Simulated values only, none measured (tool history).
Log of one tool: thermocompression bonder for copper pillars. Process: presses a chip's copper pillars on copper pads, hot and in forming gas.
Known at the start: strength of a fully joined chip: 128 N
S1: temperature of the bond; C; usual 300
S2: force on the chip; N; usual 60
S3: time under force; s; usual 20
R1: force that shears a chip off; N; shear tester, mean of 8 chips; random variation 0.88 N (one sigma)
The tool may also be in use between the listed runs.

run   hour   S1  S2  S3    R1
  1      0  300  60  20  63.5
  2   11.2  300  60  29  73.4
  3   22.6  300  60  20  63.6
  4   36.6  300  60  20  65.3
  5   44.7  300  60  20  64.7
  6   56.4  300  60  20  65.7
  7   67.6  300  60  20  62.4
  8   83.3  300  60  38  78.7
  9   93.7  300  38  38  56.7
 10  101.3  300  38  38  56.7
 11  115.9  300  38  38  55.4
 12  126.7  300  38  38  54.5
 13  139.3  300  38  38  54.5
 14  152.1  300  60  20  64.8
 15  168.1  300  60  20  67.9
 16  175.7  300  60  20  68.9
 17  186.1  300  60  20  68.8
 18  196.9  300  60  20  68.3
 19  207.4  300  60  20  67.7
 20    215  300  60  20  69.4
 21  223.1  300  60  20  68.9
 22  230.5  298  60  33  79.5
 23    244  312  54  27  74.6
 24  252.5  297  60  19  65.2
 25  269.9  282  60  53    82
 26  281.1  282  60  53  80.7
 27  298.1  282  60  53  80.3
 28  314.9  300  60  14  60.9
 29  324.3  300  48  43  72.8
 30  333.7  300  60  16  61.9
 31  343.4  300  60  16  63.9
 32    352  300  60  16  64.1
 33  361.9  300  60  16    62
 34  371.1  300  60  16  64.1
 35  385.3  330  75  20  91.7
 36  402.4  321  37  10    40
 37  413.1  300  89  20  88.9
 38  429.5  300  49  20  57.1
 39  439.6  300  38  35    54

Not shown: 1 entry that the log had between the listed runs. Between which runs, and how does the tool's hidden state differ before and after?
Between runs 14 and 15: force cell calibrated (hour 158.4)
  true temperature of the bond over the reading, C: -2.2 -> -2.3; force that reaches the chip, % of what is set: 89.5 -> 99.6; oxide that the forming gas leaves, % of the face: 3.51 -> 3.6
  measured less the result without the state, R1: -9.1 -> -3.5 N
